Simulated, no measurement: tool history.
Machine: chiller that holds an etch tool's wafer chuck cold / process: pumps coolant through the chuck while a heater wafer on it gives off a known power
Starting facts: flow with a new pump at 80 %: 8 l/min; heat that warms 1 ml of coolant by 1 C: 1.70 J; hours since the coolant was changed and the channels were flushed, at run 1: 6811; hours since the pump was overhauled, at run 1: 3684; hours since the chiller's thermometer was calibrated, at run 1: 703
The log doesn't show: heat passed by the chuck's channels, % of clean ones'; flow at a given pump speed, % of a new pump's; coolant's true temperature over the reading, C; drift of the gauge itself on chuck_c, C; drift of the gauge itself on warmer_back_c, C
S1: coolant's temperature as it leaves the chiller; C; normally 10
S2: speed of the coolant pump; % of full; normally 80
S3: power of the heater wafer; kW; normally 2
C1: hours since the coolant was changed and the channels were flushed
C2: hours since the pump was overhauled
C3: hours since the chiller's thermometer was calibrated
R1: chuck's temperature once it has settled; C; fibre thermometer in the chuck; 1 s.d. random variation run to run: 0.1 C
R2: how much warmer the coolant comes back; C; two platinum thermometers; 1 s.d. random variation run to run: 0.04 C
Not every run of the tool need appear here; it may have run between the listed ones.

Run 1, day 0: usual settings; C1 6811; C2 3684; C3 703. Result: R1 30.2 C, R2 9.25 C.
Run 2, day 2.862: usual settings; C1 6880; C2 3753; C3 771. Result: R1 30.3 C, R2 9.18 C.
Run 3, day 7.117: usual settings but S1 5 C; C1 6982; C2 3855; C3 874. Result: R1 25.2 C, R2 9.25 C.
Run 4, day 11.279: usual settings but S1 5 C; C1 7082; C2 3955; C3 973. Result: R1 25.2 C, R2 9.24 C.
Run 5, day 14.442: usual settings but S1 5 C; C1 7158; C2 4030; C3 1049. Result: R1 25.4 C, R2 9.22 C.
At day 15.004: coolant pump overhauled.
Run 6, day 17.65: usual settings but S1 5 C, S3 1.778 kW; C1 7230; C2 63; C3 1121. Result: R1 23.8 C, R2 8.55 C.
Run 7, day 19.375: usual settings but S3 2.368 kW; C1 7271; C2 105; C3 1163. Result: R1 34.6 C, R2 11.41 C.
Run 8, day 23.496: usual settings but S1 3 C, S3 1.271 kW; C1 7370; C2 204; C3 1262. Result: R1 16.5 C, R2 6.1 C.
Run 9, day 27.621: usual settings but S1 13 C, S2 69 % of full, S3 1.345 kW; C1 7469; C2 303; C3 1361. Result: R1 29.2 C, R2 7.7 C.
Run 10, day 29.6: usual settings but S2 86 % of full, S3 1.513 kW; C1 7517; C2 350; C3 1408. Result: R1 25 C, R2 6.77 C.
Run 11, day 33.425: usual settings but S1 16 C, S2 64 % of full; C1 7608; C2 442; C3 1500. Result: R1 41.4 C, R2 12.47 C.
Run 12, day 37.354: usual settings but S1 11 C, S2 81 % of full, S3 2.257 kW; C1 7703; C2 536; C3 1594. Result: R1 34.7 C, R2 10.71 C.
At day 40.833: coolant pump overhauled, once more.
Run 13, day 40.875: usual settings but S1 13 C, S2 77 % of full, S3 1.689 kW; C1 7782; C2 1; C3 1674. Result: R1 30.2 C, R2 7.77 C.
Run 14, day 43.879: usual settings but S1 13 C, S2 77 % of full, S3 1.689 kW; C1 7854; C2 73; C3 1746. Result: R1 30.3 C, R2 7.8 C.

How the hidden state differs across the entries between the runs, from the last listed run before each to the first after it:
In the gap between runs 5 and 6: coolant pump overhauled (day 15.004)
  heat passed by the chuck's channels, % of clean ones': 86 -> 85.8; flow at a given pump speed, % of a new pump's: 95 -> 91.5; coolant's true temperature over the reading, C: 0.17 -> 0.18
  measured less the result without the state, R1: +2.9 -> +3.1 C; R2: +0.46 -> +0.72 C
In the gap between runs 12 and 13: coolant pump overhauled, once more (day 40.833)
  heat passed by the chuck's channels, % of clean ones': 85 -> 84.8; flow at a given pump speed, % of a new pump's: 90.9 -> 100.3; coolant's true temperature over the reading, C: 0.24 -> 0.25
  measured less the result without the state, R1: +4.2 -> +2.1 C; R2: +0.98 -> -0.02 C
